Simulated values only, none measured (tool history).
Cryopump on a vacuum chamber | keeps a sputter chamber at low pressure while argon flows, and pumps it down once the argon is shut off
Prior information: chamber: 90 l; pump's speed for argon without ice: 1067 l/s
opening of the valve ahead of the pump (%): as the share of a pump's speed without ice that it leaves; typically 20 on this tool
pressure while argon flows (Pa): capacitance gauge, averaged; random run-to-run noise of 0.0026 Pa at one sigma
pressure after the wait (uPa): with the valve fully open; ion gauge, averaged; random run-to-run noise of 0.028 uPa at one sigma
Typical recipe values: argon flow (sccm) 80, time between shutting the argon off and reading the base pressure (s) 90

run	hour	argon flow (sccm)	time between shutting the argon off and reading the base pressure (s)	opening of the valve ahead of the pump (%)	pressure while argon flows (Pa)	pressure after the wait (uPa)
1	0.0	80	90	20	0.6707	3.67
2	49.5	80	90	23	0.5859	3.76
3	92.9	80	90	23	0.5880	3.92
# hour 104.2: leaking fittings of the chamber tightened, without venting
4	132.7	80	90	47	0.3064	1.48
5	167.4	80	90	47	0.3074	1.43
6	201.4	80	90	20	0.6730	1.59
7	244.6	80	90	20	0.6739	1.61
8	274.5	80	90	20	0.6739	1.63
9	303.7	80	90	20	0.6764	1.64
10	353.7	80	90	20	0.6824	1.74
11	395.7	80	90	20	0.6806	1.90
12	441.4	80	90	20	0.6806	1.91
13	474.2	80	90	20	0.6824	1.94
14	506.5	80	90	20	0.6774	2.03
15	527.8	109	90	23	0.8200	1.95
16	554.7	80	22	38	0.3856	5.27
# hour 594.8: pump warmed up, emptied and cooled again
17	602.3	80	22	38	0.3339	4.84
18	641.8	80	20	33	0.3829	5.29
19	671.9	80	57	53	0.2420	2.43
20	705.9	34	51	23	0.2358	2.66
21	745.3	34	51	23	0.2354	2.69
22	789.9	62	51	53	0.1886	2.67
23	811.5	122	51	29	0.6744	2.78
24	837.8	41	51	19	0.3451	2.80

For run 25, what comes out?
25	877.2	41	51	19	?	?

{"run 25": {"pressure while argon flows (Pa)": 0.345, "pressure after the wait (uPa)": 2.84}}
With the hidden condition absent and the run-to-run variation left alone, this run would have shown pressure while argon flows (Pa) 0.3417, pressure after the wait (uPa) 2.06.
